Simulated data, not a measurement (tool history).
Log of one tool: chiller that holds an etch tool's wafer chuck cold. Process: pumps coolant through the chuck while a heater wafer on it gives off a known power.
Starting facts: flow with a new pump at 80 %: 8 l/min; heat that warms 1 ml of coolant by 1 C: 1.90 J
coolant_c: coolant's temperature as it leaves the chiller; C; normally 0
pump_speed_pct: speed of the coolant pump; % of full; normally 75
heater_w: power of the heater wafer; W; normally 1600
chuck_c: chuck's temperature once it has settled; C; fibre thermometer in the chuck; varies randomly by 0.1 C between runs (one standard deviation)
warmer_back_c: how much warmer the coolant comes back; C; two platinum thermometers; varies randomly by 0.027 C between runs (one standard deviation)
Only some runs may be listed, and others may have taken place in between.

run    hour  coolant_c  pump_speed_pct  heater_w  chuck_c  warmer_back_c
  1       0          0              75      1600     17.1           6.81
  2    31.2          0              75      1600     16.8           6.81
  3    71.7          0              66      1600     19.4           7.87
  4     115          0              75      1600       17           6.79
  5   167.3          0              75      1600     16.9           6.83
  6   193.5          0              75      1600     17.1           6.79
      239.7  -- chiller's thermometer calibrated
  7     248          0              82      1600     15.6           6.16
  8   307.1          0              82      1600     15.6           6.13
  9   336.7          0              82      1600     15.6           6.18
 10   364.7          1              75      1600       18            6.8
 11     401         -5              75      1600     12.1           6.81
 12     426         -5              75      1600       12           6.78
 13   479.3         -5              75      1600     11.9            6.8
 14   539.1         -5              75      1600       12            6.8
 15   583.9          0              93      1600     13.8           5.33
 16   615.4          0              73      1384     15.1           6.11
 17   648.2          0              84      1263       12           4.73
 18   701.4          0              61       867     11.3           4.68
 19   746.5          1              68      1538       19           7.37
 20   790.7          1              99       920      8.4           2.88
 21   837.6          1              99       920      8.5           2.87
 22   884.4        -10              97      1600      3.2           5.04
 23     931          6              91       848     13.4           2.89
 24   970.1          6              91       848     13.4            2.9
 25  1021.4         -8              91      1777      7.7           6.05
 26  1050.2         -6              96      1600      7.4           5.15
 27    1088          8              80      1600     24.1           6.32
 28  1143.5          8              80      2349     31.6           9.26
 29  1173.7          8              80      2349     31.3           9.35

What if the next run were any one of these 4? Each begins from the tool's condition after run 29:
  A  1202.5          8              80      2349        ?              ?
  B  1202.5         -6              65      1737        ?              ?
  C  1202.5         -4              78      2036        ?              ?
  D  1202.5         -9              93      1600        ?              ?

run  chuck_c  warmer_back_c
  A     31.5           9.31
  B     15.1           8.72
  C       17           8.28
  D      4.9           5.35
With the hidden condition removed and each run's random variation left untouched, the same runs would have given:
run  chuck_c  warmer_back_c
  A     31.5           9.31
  B     15.1           8.71
  C       17           8.28
  D      4.9           5.35
